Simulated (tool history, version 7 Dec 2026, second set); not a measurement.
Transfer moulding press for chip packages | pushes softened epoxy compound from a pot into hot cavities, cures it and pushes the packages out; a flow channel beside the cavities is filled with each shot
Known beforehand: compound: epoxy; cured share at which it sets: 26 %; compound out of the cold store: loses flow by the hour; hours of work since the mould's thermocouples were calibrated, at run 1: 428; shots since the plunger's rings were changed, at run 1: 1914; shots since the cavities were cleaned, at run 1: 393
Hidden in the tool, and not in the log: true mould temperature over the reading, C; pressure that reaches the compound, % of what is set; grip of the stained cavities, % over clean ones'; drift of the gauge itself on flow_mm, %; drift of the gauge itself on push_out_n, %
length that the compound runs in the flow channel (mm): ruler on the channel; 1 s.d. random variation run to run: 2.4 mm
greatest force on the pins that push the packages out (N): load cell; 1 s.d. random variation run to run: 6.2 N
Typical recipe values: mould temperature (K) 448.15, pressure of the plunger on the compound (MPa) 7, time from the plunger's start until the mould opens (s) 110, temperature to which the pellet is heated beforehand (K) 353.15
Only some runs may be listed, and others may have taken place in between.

run,hour,mould temperature (K),pressure of the plunger on the compound (MPa),time from the plunger's start until the mould opens (s),temperature to which the pellet is heated beforehand (K),hours of work since the mould's thermocouples were calibrated,shots since the plunger's rings were changed,shots since the cavities were cleaned,incoming compound's hours out of the cold store,length that the compound runs in the flow channel (mm),greatest force on the pins that push the packages out (N)
1,0,448.15,7,110,353.15,428,1914,393,8,707,241
2,24.8,448.15,7,110,349.15,445,2178,657,45.6,614,242
# hour 37.9: cavities cleaned with cleaning compound and waxed
3,67.8,448.15,8.32,110,353.15,474,2619,318,31,708,240
4,89.4,448.15,8.32,110,353.15,488,2848,547,22.2,735,246
# hour 99.2: mould's thermocouples calibrated
# hour 114.3: cavities cleaned with cleaning compound and waxed
5,129.5,448.15,7,110,353.15,20,3238,162,18.2,680,241
6,170.8,445.15,7,110,353.15,48,3677,601,38.6,638,252
# hour 190.3: cavities cleaned with cleaning compound and waxed
7,194.2,448.15,6.78,110,353.15,63,3909,41,34.9,633,238
8,214.4,448.15,6.78,110,353.15,77,4124,256,19.5,667,233
9,251.1,448.15,7,110,353.15,102,4515,647,38.7,636,241
# hour 265.1: cavities cleaned with cleaning compound and waxed
10,292.9,448.15,7,110,353.15,129,4943,296,30.4,651,238
11,331,448.15,7,110,353.15,155,5348,701,14.3,689,244
# hour 338.9: cavities cleaned with cleaning compound and waxed
12,358.8,448.15,7,110,353.15,173,5627,211,9.5,700,239
13,398.4,448.15,7,110,353.15,200,6049,633,17.6,682,241
# hour 414.2: cavities cleaned with cleaning compound and waxed
14,427.9,448.15,7,110,353.15,219,6346,146,23.6,670,236
15,447.2,448.15,7,110,353.15,233,6551,351,34,640,247
# hour 468.2: plunger's sealing rings changed
# hour 491.9: cavities cleaned with cleaning compound and waxed
16,493.9,448.15,7,110,353.15,262,257,21,28.6,656,227
17,530.9,448.15,7,110,353.15,287,651,415,17.3,683,226
# hour 565.7: cavities cleaned with cleaning compound and waxed
18,571,453.15,7,100,353.15,313,1061,56,20.1,656,239
19,607.8,448.15,5.69,149,360.15,338,1452,447,38.1,568,228
# hour 639.5: cavities cleaned with cleaning compound and waxed
20,650.8,448.15,7,123,349.15,367,1893,120,47.7,612,226
21,694.2,448.15,7,123,362.15,397,2355,582,37.5,634,235
# hour 713.5: cavities cleaned with cleaning compound and waxed
22,718,450.15,6.69,109,348.15,412,2592,48,41.6,604,228
23,746.2,450.15,6.69,109,348.15,431,2892,348,36.2,614,238
24,779.9,450.15,5.53,109,355.15,454,3249,705,21.5,591,238
# hour 789.3: cavities cleaned with cleaning compound and waxed
25,817.8,449.15,7,135,353.15,479,3637,303,13.8,688,230
# hour 841.9: mould's thermocouples calibrated
26,841.9,448.15,5.85,101,353.15,0,3872,538,15.6,626,261
# hour 866.5: cavities cleaned with cleaning compound and waxed
27,882.1,448.15,5.85,101,353.15,26,4284,167,45.9,561,243
28,925.7,448.15,5.85,101,353.15,56,4746,629,27.7,598,261
# hour 941.2: cavities cleaned with cleaning compound and waxed
29,948.9,451.15,5.85,112,353.15,71,4978,83,19.7,608,239

Predict each of these 3 candidate next runs independently; none follows another, all start after run 29:
A,989.1,442.15,5.47,101,353.15,98,5405,510,38.9,?,?
B,989.1,451.15,7,110,353.15,98,5405,510,25.1,?,?
C,989.1,452.15,6.98,110,353.15,98,5405,510,27,?,?

run,length that the compound runs in the flow channel (mm),greatest force on the pins that push the packages out (N)
A,568,328
B,649,235
C,643,239
Take away the tool's hidden state, keep each run's random variation, and the runs would have read:
run,length that the compound runs in the flow channel (mm),greatest force on the pins that push the packages out (N)
A,569,324
B,651,232
C,644,235
